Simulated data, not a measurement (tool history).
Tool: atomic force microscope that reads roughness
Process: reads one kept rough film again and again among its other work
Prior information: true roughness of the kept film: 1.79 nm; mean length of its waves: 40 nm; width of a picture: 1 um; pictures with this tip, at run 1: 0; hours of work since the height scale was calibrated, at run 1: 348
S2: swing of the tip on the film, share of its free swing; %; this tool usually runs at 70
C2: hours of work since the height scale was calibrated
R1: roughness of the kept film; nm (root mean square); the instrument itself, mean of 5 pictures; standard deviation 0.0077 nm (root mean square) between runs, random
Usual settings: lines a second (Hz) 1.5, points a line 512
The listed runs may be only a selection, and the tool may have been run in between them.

run 1 hour=0 | lines_a_second_(Hz)=1.5 S2=70 points_a_line=512 | pictures_with_this_tip=0 C2=348 | R1=1.632
run 2 hour=20.6 | lines_a_second_(Hz)=1.5 S2=70 points_a_line=512 | pictures_with_this_tip=21 C2=357 | R1=1.61
run 3 hour=40.4 | lines_a_second_(Hz)=1.5 S2=70 points_a_line=512 | pictures_with_this_tip=42 C2=366 | R1=1.598
run 4 hour=69.3 | lines_a_second_(Hz)=1.5 S2=70 points_a_line=512 | pictures_with_this_tip=72 C2=380 | R1=1.581
run 5 hour=103 | lines_a_second_(Hz)=1.5 S2=70 points_a_line=512 | pictures_with_this_tip=107 C2=395 | R1=1.549
run 6 hour=142.5 | lines_a_second_(Hz)=1.5 S2=70 points_a_line=512 | pictures_with_this_tip=148 C2=413 | R1=1.543
run 7 hour=167.7 | lines_a_second_(Hz)=1.5 S2=66 points_a_line=512 | pictures_with_this_tip=174 C2=425 | R1=1.538
run 8 hour=190 | lines_a_second_(Hz)=1.5 S2=66 points_a_line=512 | pictures_with_this_tip=198 C2=435 | R1=1.524
run 9 hour=214.2 | lines_a_second_(Hz)=1.5 S2=66 points_a_line=512 | pictures_with_this_tip=223 C2=446 | R1=1.503
run 10 hour=250.7 | lines_a_second_(Hz)=1.5 S2=66 points_a_line=512 | pictures_with_this_tip=261 C2=463 | R1=1.483
run 11 hour=282.7 | lines_a_second_(Hz)=1.5 S2=57 points_a_line=512 | pictures_with_this_tip=294 C2=478 | R1=1.483
-- hour=292.4 new tip fitted
run 12 hour=300.8 | lines_a_second_(Hz)=1.5 S2=57 points_a_line=512 | pictures_with_this_tip=9 C2=486 | R1=1.669
run 13 hour=320.4 | lines_a_second_(Hz)=1.5 S2=57 points_a_line=512 | pictures_with_this_tip=29 C2=495 | R1=1.652
run 14 hour=357.5 | lines_a_second_(Hz)=1.5 S2=57 points_a_line=512 | pictures_with_this_tip=68 C2=512 | R1=1.604
run 15 hour=381.7 | lines_a_second_(Hz)=2.41 S2=81 points_a_line=657 | pictures_with_this_tip=93 C2=523 | R1=1.437
run 16 hour=401.6 | lines_a_second_(Hz)=2.18 S2=58 points_a_line=512 | pictures_with_this_tip=114 C2=533 | R1=1.559
run 17 hour=423.1 | lines_a_second_(Hz)=2.18 S2=58 points_a_line=512 | pictures_with_this_tip=136 C2=543 | R1=1.56
run 18 hour=458.9 | lines_a_second_(Hz)=1.79 S2=58 points_a_line=888 | pictures_with_this_tip=173 C2=559 | R1=1.544
run 19 hour=490.4 | lines_a_second_(Hz)=0.89 S2=58 points_a_line=520 | pictures_with_this_tip=206 C2=574 | R1=1.551
-- hour=495.1 height scale calibrated on a step standard
run 20 hour=531.4 | lines_a_second_(Hz)=0.89 S2=65 points_a_line=556 | pictures_with_this_tip=248 C2=17 | R1=1.498
run 21 hour=554.8 | lines_a_second_(Hz)=0.89 S2=65 points_a_line=556 | pictures_with_this_tip=272 C2=28 | R1=1.484
-- hour=585 new tip fitted
run 22 hour=596.8 | lines_a_second_(Hz)=1.06 S2=72 points_a_line=787 | pictures_with_this_tip=12 C2=47 | R1=1.622
run 23 hour=619.9 | lines_a_second_(Hz)=1.06 S2=72 points_a_line=787 | pictures_with_this_tip=36 C2=57 | R1=1.606

Run 24 has not been measured yet. What should we expect?
run 24 hour=638.5 | lines_a_second_(Hz)=0.57 S2=70 points_a_line=826 | pictures_with_this_tip=56 C2=66 | R1=?

{"run 24": {"R1": 1.62}}
With no hidden state in the tool, this same run would have given R1 1.678 nm (root mean square).
